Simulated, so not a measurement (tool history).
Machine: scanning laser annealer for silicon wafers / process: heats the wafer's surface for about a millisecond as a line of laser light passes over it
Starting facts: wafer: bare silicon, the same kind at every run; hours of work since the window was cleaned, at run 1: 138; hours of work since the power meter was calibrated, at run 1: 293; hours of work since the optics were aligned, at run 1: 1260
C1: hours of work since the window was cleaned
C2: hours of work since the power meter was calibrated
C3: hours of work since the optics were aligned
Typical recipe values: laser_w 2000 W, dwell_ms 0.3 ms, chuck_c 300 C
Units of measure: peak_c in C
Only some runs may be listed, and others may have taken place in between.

{"run": 1, "hour": 0.0, "laser_w": 2000, "dwell_ms": 0.3, "chuck_c": 300, "C1": 138, "C2": 293, "C3": 1260, "peak_c": 1147}
{"run": 2, "hour": 12.5, "laser_w": 2000, "dwell_ms": 0.3, "chuck_c": 300, "C1": 146, "C2": 301, "C3": 1268, "peak_c": 1149}
{"run": 3, "hour": 32.3, "laser_w": 2000, "dwell_ms": 0.235, "chuck_c": 300, "C1": 158, "C2": 313, "C3": 1281, "peak_c": 1062}
{"run": 4, "hour": 58.7, "laser_w": 2000, "dwell_ms": 0.235, "chuck_c": 300, "C1": 175, "C2": 330, "C3": 1298, "peak_c": 1060}
{"hour": 83.1, "done": "optics aligned, line set to its width"}
{"run": 5, "hour": 84.7, "laser_w": 2000, "dwell_ms": 0.235, "chuck_c": 300, "C1": 188, "C2": 343, "C3": 1, "peak_c": 1065}
{"run": 6, "hour": 104.7, "laser_w": 2000, "dwell_ms": 0.3, "chuck_c": 300, "C1": 201, "C2": 356, "C3": 14, "peak_c": 1146}
{"run": 7, "hour": 129.7, "laser_w": 2000, "dwell_ms": 0.3, "chuck_c": 321, "C1": 217, "C2": 372, "C3": 30, "peak_c": 1170}
{"run": 8, "hour": 142.7, "laser_w": 2000, "dwell_ms": 0.3, "chuck_c": 300, "C1": 225, "C2": 380, "C3": 38, "peak_c": 1152}
{"run": 9, "hour": 163.9, "laser_w": 2000, "dwell_ms": 0.3, "chuck_c": 300, "C1": 239, "C2": 394, "C3": 51, "peak_c": 1144}
{"run": 10, "hour": 178.3, "laser_w": 2000, "dwell_ms": 0.3, "chuck_c": 300, "C1": 248, "C2": 403, "C3": 61, "peak_c": 1148}
{"run": 11, "hour": 200.5, "laser_w": 2000, "dwell_ms": 0.238, "chuck_c": 300, "C1": 262, "C2": 417, "C3": 75, "peak_c": 1067}
{"run": 12, "hour": 225.1, "laser_w": 2000, "dwell_ms": 0.238, "chuck_c": 300, "C1": 278, "C2": 433, "C3": 90, "peak_c": 1064}
{"run": 13, "hour": 241.4, "laser_w": 2135, "dwell_ms": 0.224, "chuck_c": 273, "C1": 288, "C2": 443, "C3": 101, "peak_c": 1080}
{"run": 14, "hour": 267.5, "laser_w": 2135, "dwell_ms": 0.224, "chuck_c": 273, "C1": 305, "C2": 460, "C3": 117, "peak_c": 1077}
{"run": 15, "hour": 287.1, "laser_w": 2119, "dwell_ms": 0.228, "chuck_c": 315, "C1": 317, "C2": 472, "C3": 130, "peak_c": 1122}
{"run": 16, "hour": 300.2, "laser_w": 2119, "dwell_ms": 0.228, "chuck_c": 315, "C1": 325, "C2": 480, "C3": 138, "peak_c": 1121}
{"run": 17, "hour": 311.1, "laser_w": 2000, "dwell_ms": 0.265, "chuck_c": 336, "C1": 332, "C2": 487, "C3": 145, "peak_c": 1138}
{"run": 18, "hour": 324.4, "laser_w": 2000, "dwell_ms": 0.265, "chuck_c": 336, "C1": 341, "C2": 496, "C3": 153, "peak_c": 1139}
{"run": 19, "hour": 335.4, "laser_w": 1714, "dwell_ms": 0.251, "chuck_c": 264, "C1": 348, "C2": 503, "C3": 160, "peak_c": 915}
{"run": 20, "hour": 356.4, "laser_w": 2068, "dwell_ms": 0.312, "chuck_c": 264, "C1": 361, "C2": 516, "C3": 174, "peak_c": 1162}
{"run": 21, "hour": 370.5, "laser_w": 2068, "dwell_ms": 0.312, "chuck_c": 264, "C1": 370, "C2": 525, "C3": 183, "peak_c": 1162}
{"run": 22, "hour": 390.8, "laser_w": 2195, "dwell_ms": 0.242, "chuck_c": 301, "C1": 383, "C2": 538, "C3": 196, "peak_c": 1161}
{"run": 23, "hour": 414.1, "laser_w": 1809, "dwell_ms": 0.262, "chuck_c": 260, "C1": 398, "C2": 553, "C3": 211, "peak_c": 970}

Predict each of these 3 candidate next runs independently; none follows another, all start after run 23:
{"run": "A", "hour": 426.1, "laser_w": 2000, "dwell_ms": 0.226, "chuck_c": 328, "C1": 406, "C2": 561, "C3": 218, "peak_c": "?"}
{"run": "B", "hour": 426.1, "laser_w": 1731, "dwell_ms": 0.229, "chuck_c": 300, "C1": 406, "C2": 561, "C3": 218, "peak_c": "?"}
{"run": "C", "hour": 426.1, "laser_w": 2014, "dwell_ms": 0.248, "chuck_c": 260, "C1": 406, "C2": 561, "C3": 218, "peak_c": "?"}

run=A peak_c=1079
run=B peak_c=937
run=C peak_c=1045
Take away the tool's hidden state, keep each run's random variation, and the runs would have read:
run=A peak_c=1079
run=B peak_c=937
run=C peak_c=1045
